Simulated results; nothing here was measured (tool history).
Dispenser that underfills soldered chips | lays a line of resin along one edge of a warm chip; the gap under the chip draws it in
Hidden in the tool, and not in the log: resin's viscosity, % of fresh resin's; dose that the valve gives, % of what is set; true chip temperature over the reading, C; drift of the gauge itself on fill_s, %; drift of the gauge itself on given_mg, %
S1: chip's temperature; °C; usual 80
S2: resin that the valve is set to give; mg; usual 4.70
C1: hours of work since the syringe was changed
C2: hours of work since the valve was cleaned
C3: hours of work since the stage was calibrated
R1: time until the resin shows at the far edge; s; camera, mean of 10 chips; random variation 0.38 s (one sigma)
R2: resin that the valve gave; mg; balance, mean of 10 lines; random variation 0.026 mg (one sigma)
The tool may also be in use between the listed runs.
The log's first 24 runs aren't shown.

{"hour": 265.8, "done": "new syringe of resin"}
{"hour": 266.8, "done": "dispensing valve cleaned and set on the balance"}
{"run": 25, "hour": 275.0, "S1": 86, "S2": 5.21, "C1": 7, "C2": 7, "C3": 340, "R1": 30.0, "R2": 5.2}
{"hour": 277.2, "done": "new syringe of resin"}
{"run": 26, "hour": 283.5, "S1": 66, "S2": 5.93, "C1": 5, "C2": 13, "C3": 347, "R1": 76.7, "R2": 5.92}
{"hour": 286.3, "done": "stage's temperature calibrated"}
{"hour": 288.6, "done": "new syringe of resin"}
{"run": 27, "hour": 291.9, "S1": 75, "S2": 5.93, "C1": 3, "C2": 19, "C3": 4, "R1": 36.6, "R2": 5.87}
{"hour": 299.1, "done": "new syringe of resin"}
{"run": 28, "hour": 299.1, "S1": 75, "S2": 5.93, "C1": 0, "C2": 24, "C3": 10, "R1": 31.1, "R2": 5.89}
{"run": 29, "hour": 306.4, "S1": 91, "S2": 5.41, "C1": 6, "C2": 30, "C3": 15, "R1": 20.9, "R2": 5.33}
{"hour": 308.9, "done": "new syringe of resin"}
{"run": 30, "hour": 314.2, "S1": 66, "S2": 4.99, "C1": 4, "C2": 36, "C3": 21, "R1": 65.9, "R2": 4.92}
{"hour": 318.8, "done": "new syringe of resin"}
{"hour": 328.9, "done": "new syringe of resin"}
{"run": 31, "hour": 329.9, "S1": 66, "S2": 5.37, "C1": 1, "C2": 48, "C3": 33, "R1": 52.1, "R2": 5.23}
{"hour": 339.0, "done": "new syringe of resin"}
{"run": 32, "hour": 345.9, "S1": 92, "S2": 4.35, "C1": 5, "C2": 60, "C3": 46, "R1": 20.7, "R2": 4.23}
{"hour": 348.9, "done": "new syringe of resin"}
{"run": 33, "hour": 356.0, "S1": 92, "S2": 4.35, "C1": 6, "C2": 68, "C3": 54, "R1": 19.8, "R2": 4.26}

Forecast each of these 4 alternatives for the next run:
{"hour": 359.2, "done": "new syringe of resin"}
{"run": "A", "hour": 365.3, "S1": 94, "S2": 4.7, "C1": 5, "C2": 75, "C3": 61, "R1": "?", "R2": "?"}
{"hour": 359.2, "done": "new syringe of resin"}
{"run": "B", "hour": 365.3, "S1": 94, "S2": 4.48, "C1": 5, "C2": 75, "C3": 61, "R1": "?", "R2": "?"}
{"hour": 359.2, "done": "new syringe of resin"}
{"run": "C", "hour": 365.3, "S1": 92, "S2": 4.55, "C1": 5, "C2": 75, "C3": 61, "R1": "?", "R2": "?"}
{"hour": 359.2, "done": "new syringe of resin"}
{"run": "D", "hour": 365.3, "S1": 68, "S2": 4.76, "C1": 5, "C2": 75, "C3": 61, "R1": "?", "R2": "?"}

run=A R1=17.1 R2=4.53
run=B R1=17.9 R2=4.42
run=C R1=19.2 R2=4.43
run=D R1=61.9 R2=4.66
Without the tool's hidden state the same runs would have given:
run=A R1=12.1 R2=4.65
run=B R1=12.7 R2=4.53
run=C R1=13.7 R2=4.55
run=D R1=43.9 R2=4.79
